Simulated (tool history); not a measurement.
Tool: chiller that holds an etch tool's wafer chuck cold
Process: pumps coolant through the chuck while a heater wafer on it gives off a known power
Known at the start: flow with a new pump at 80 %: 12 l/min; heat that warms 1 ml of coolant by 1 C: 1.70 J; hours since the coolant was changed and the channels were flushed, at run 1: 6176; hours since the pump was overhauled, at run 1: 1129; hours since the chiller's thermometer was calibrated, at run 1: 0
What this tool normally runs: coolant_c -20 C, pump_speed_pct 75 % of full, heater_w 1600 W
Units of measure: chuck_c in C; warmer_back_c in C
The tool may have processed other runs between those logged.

run	hour	coolant_c	pump_speed_pct	heater_w	hours since the coolant was changed and the channels were flushed	hours since the pump was overhauled	hours since the chiller's thermometer was calibrated	chuck_c	warmer_back_c
1	0	-20	75	1600	6176	1129	0	-9.2	5.07
2	96.4	-20	88	1600	6272	1225	96	-10.3	4.28
3	228.5	-20	88	1600	6404	1357	228	-10.1	4.29
4	331.4	-20	88	1600	6507	1460	331	-10.2	4.27
5	434.7	-20	88	1600	6611	1563	435	-10.2	4.21
6	527.3	-20	88	1600	6703	1656	527	-10.4	4.25
7	604.4	-20	88	1600	6780	1733	604	-10.3	4.23
8	681.4	-20	75	1600	6857	1810	681	-9.2	5.05
9	776.9	-20	75	1600	6953	1906	777	-8.9	5.08
10	857.1	-20	75	1600	7033	1986	857	-9.2	5.04
# hour 876.5: coolant changed, channels flushed
11	968.5	-20	75	1600	92	2091	962	-9.3	5.06
12	1083.4	-20	75	1600	207	2206	1077	-9.2	5.09
13	1189.4	-20	75	1088	313	2312	1183	-12.7	3.42
14	1297.9	-14	61	1600	421	2421	1292	-1.6	6.29
15	1370.6	-20	68	899	494	2493	1365	-13.5	3.13
16	1484.8	-18	75	856	608	2608	1479	-12.3	2.67
17	1548.8	-20	75	1871	672	2672	1543	-7.4	5.85
18	1648.5	-20	75	1871	772	2771	1643	-7.2	5.92
19	1794.2	-20	86	1474	918	2917	1788	-10.7	4.02
20	1940	-26	98	1600	1064	3063	1934	-17	3.75
21	2039.5	-26	98	1600	1163	3162	2034	-16.9	3.78
22	2172.1	-26	98	1600	1296	3295	2166	-16.8	3.8

Alternative continuations, all from the tool just after run 22; predict every row:
A	2311.2	-20	70	1600	1435	3434	2305	?	?
B	2311.2	-25	66	955	1435	3434	2305	?	?
C	2311.2	-26	98	2255	1435	3434	2305	?	?
D	2311.2	-18	75	911	1435	3434	2305	?	?

run	chuck_c	warmer_back_c
A	-8.7	5.46
B	-17.8	3.4
C	-13	5.34
D	-11.7	2.85
The same runs, with their run-to-run variation unchanged, on a tool lacking any hidden condition would have given:
run	chuck_c	warmer_back_c
A	-8.7	5.45
B	-17.8	3.4
C	-13	5.33
D	-11.7	2.85

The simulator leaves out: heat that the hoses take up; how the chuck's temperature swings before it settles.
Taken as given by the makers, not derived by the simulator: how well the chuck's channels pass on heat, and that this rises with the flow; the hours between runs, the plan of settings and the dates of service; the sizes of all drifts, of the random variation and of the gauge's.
